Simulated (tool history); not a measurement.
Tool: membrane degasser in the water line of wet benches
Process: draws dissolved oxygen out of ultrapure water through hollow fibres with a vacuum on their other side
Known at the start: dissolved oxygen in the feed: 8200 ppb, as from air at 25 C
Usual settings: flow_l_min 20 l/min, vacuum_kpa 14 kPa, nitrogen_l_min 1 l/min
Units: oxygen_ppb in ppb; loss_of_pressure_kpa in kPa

Run 1, day 0: usual settings. Result: oxygen_ppb 470 ppb, loss_of_pressure_kpa 33.97 kPa.
Run 2, day 1.383: usual settings but flow_l_min 24 l/min. Result: oxygen_ppb 548.4 ppb, loss_of_pressure_kpa 40.82 kPa.
Run 3, day 4: usual settings but flow_l_min 24 l/min. Result: oxygen_ppb 544.6 ppb, loss_of_pressure_kpa 40.78 kPa.
Run 4, day 5.675: usual settings but flow_l_min 24 l/min. Result: oxygen_ppb 545.5 ppb, loss_of_pressure_kpa 40.48 kPa.
Run 5, day 7.592: usual settings but vacuum_kpa 9.5 kPa. Result: oxygen_ppb 283.4 ppb, loss_of_pressure_kpa 33.97 kPa.
Run 6, day 9.262: usual settings but vacuum_kpa 9.5 kPa. Result: oxygen_ppb 281 ppb, loss_of_pressure_kpa 33.91 kPa.
Run 7, day 11.812: usual settings. Result: oxygen_ppb 468.2 ppb, loss_of_pressure_kpa 34.13 kPa.
Run 8, day 14.433: usual settings but nitrogen_l_min 0.88 l/min. Result: oxygen_ppb 522.7 ppb, loss_of_pressure_kpa 34.35 kPa.
Run 9, day 15.838: usual settings but nitrogen_l_min 0.49 l/min. Result: oxygen_ppb 821.3 ppb, loss_of_pressure_kpa 33.96 kPa.
Run 10, day 18.904: usual settings but nitrogen_l_min 0.49 l/min. Result: oxygen_ppb 826.7 ppb, loss_of_pressure_kpa 34.41 kPa.
Run 11, day 20.662: usual settings. Result: oxygen_ppb 468.1 ppb, loss_of_pressure_kpa 34.18 kPa.
Run 12, day 22.167: usual settings. Result: oxygen_ppb 470.2 ppb, loss_of_pressure_kpa 33.98 kPa.
Run 13, day 24.929: usual settings. Result: oxygen_ppb 471.7 ppb, loss_of_pressure_kpa 34.27 kPa.
Run 14, day 27.867: usual settings. Result: oxygen_ppb 474.4 ppb, loss_of_pressure_kpa 34.02 kPa.
Run 15, day 30.892: usual settings. Result: oxygen_ppb 472.3 ppb, loss_of_pressure_kpa 34.23 kPa.
Run 16, day 32.675: usual settings but nitrogen_l_min 2.18 l/min. Result: oxygen_ppb 239.7 ppb, loss_of_pressure_kpa 34.45 kPa.
Run 17, day 35.379: usual settings but flow_l_min 30 l/min, vacuum_kpa 10 kPa, nitrogen_l_min 1.59 l/min. Result: oxygen_ppb 302 ppb, loss_of_pressure_kpa 51.6 kPa.
Run 18, day 37.233: usual settings but flow_l_min 30 l/min, vacuum_kpa 10 kPa, nitrogen_l_min 1.59 l/min. Result: oxygen_ppb 299.5 ppb, loss_of_pressure_kpa 51.37 kPa.
Run 19, day 40.021: usual settings but flow_l_min 30 l/min, vacuum_kpa 10 kPa, nitrogen_l_min 1.59 l/min. Result: oxygen_ppb 302.4 ppb, loss_of_pressure_kpa 51.14 kPa.
Run 20, day 41.458: usual settings but flow_l_min 30 l/min, vacuum_kpa 10 kPa, nitrogen_l_min 1.59 l/min. Result: oxygen_ppb 301.8 ppb, loss_of_pressure_kpa 51.32 kPa.
Run 21, day 42.925: usual settings but flow_l_min 30 l/min, vacuum_kpa 10 kPa, nitrogen_l_min 1.59 l/min. Result: oxygen_ppb 301.7 ppb, loss_of_pressure_kpa 51.39 kPa.
Run 22, day 45.171: usual settings but flow_l_min 30 l/min, vacuum_kpa 10 kPa, nitrogen_l_min 1.59 l/min. Result: oxygen_ppb 300.9 ppb, loss_of_pressure_kpa 51.23 kPa.
Run 23, day 47.454: usual settings but flow_l_min 16 l/min, vacuum_kpa 15.2 kPa, nitrogen_l_min 1.06 l/min. Result: oxygen_ppb 412.3 ppb, loss_of_pressure_kpa 27.55 kPa.
Run 24, day 50.558: usual settings but flow_l_min 27 l/min, vacuum_kpa 16.6 kPa, nitrogen_l_min 1.35 l/min. Result: oxygen_ppb 580.7 ppb, loss_of_pressure_kpa 46.48 kPa.
Run 25, day 52.612: usual settings but flow_l_min 12 l/min, vacuum_kpa 16.6 kPa, nitrogen_l_min 0.66 l/min. Result: oxygen_ppb 534.9 ppb, loss_of_pressure_kpa 20.55 kPa.
Run 26, day 54.021: usual settings but flow_l_min 12 l/min, vacuum_kpa 16.6 kPa, nitrogen_l_min 0.66 l/min. Result: oxygen_ppb 531 ppb, loss_of_pressure_kpa 20.72 kPa.
Run 27, day 56.508: usual settings but flow_l_min 12 l/min, vacuum_kpa 21.8 kPa, nitrogen_l_min 0.66 l/min. Result: oxygen_ppb 725 ppb, loss_of_pressure_kpa 21.11 kPa.
Run 28, day 57.767: usual settings but vacuum_kpa 25.3 kPa, nitrogen_l_min 0.61 l/min. Result: oxygen_ppb 1321.6 ppb, loss_of_pressure_kpa 34.53 kPa.
Run 29, day 59.546: usual settings but vacuum_kpa 9.5 kPa, nitrogen_l_min 0.47 l/min. Result: oxygen_ppb 519.6 ppb, loss_of_pressure_kpa 34.46 kPa.
Run 30, day 62.479: usual settings but vacuum_kpa 24.2 kPa, nitrogen_l_min 0.56 l/min. Result: oxygen_ppb 1348.1 ppb, loss_of_pressure_kpa 34.69 kPa.
Run 31, day 64.433: usual settings but vacuum_kpa 24.2 kPa, nitrogen_l_min 0.56 l/min. Result: oxygen_ppb 1350.9 ppb, loss_of_pressure_kpa 34.48 kPa.
Run 32, day 66.762: usual settings but vacuum_kpa 9.6 kPa, nitrogen_l_min 0.97 l/min. Result: oxygen_ppb 298.5 ppb, loss_of_pressure_kpa 34.6 kPa.

Forecast each of these 4 alternatives for the next run:
Run A, day 69.688: usual settings but flow_l_min 27 l/min, vacuum_kpa 9.6 kPa, nitrogen_l_min 0.97 l/min. Result: oxygen_ppb ?, loss_of_pressure_kpa ?.
Run B, day 69.688: usual settings but flow_l_min 25 l/min, vacuum_kpa 9.6 kPa, nitrogen_l_min 0.97 l/min. Result: oxygen_ppb ?, loss_of_pressure_kpa ?.
Run C, day 69.688: usual settings but vacuum_kpa 32.3 kPa, nitrogen_l_min 0.97 l/min. Result: oxygen_ppb ?, loss_of_pressure_kpa ?.
Run D, day 69.688: usual settings but flow_l_min 19 l/min, vacuum_kpa 13.9 kPa, nitrogen_l_min 0.78 l/min. Result: oxygen_ppb ?, loss_of_pressure_kpa ?.

run  oxygen_ppb  loss_of_pressure_kpa
  A       389.6                 46.55
  B       363.2                 43.32
  C      1184.4                 34.41
  D       554.9                 32.97
Without the tool's hidden state the same runs would have given:
run  oxygen_ppb  loss_of_pressure_kpa
  A       376.9                 45.07
  B         351                 41.94
  C      1162.9                 33.31
  D         541                 31.92
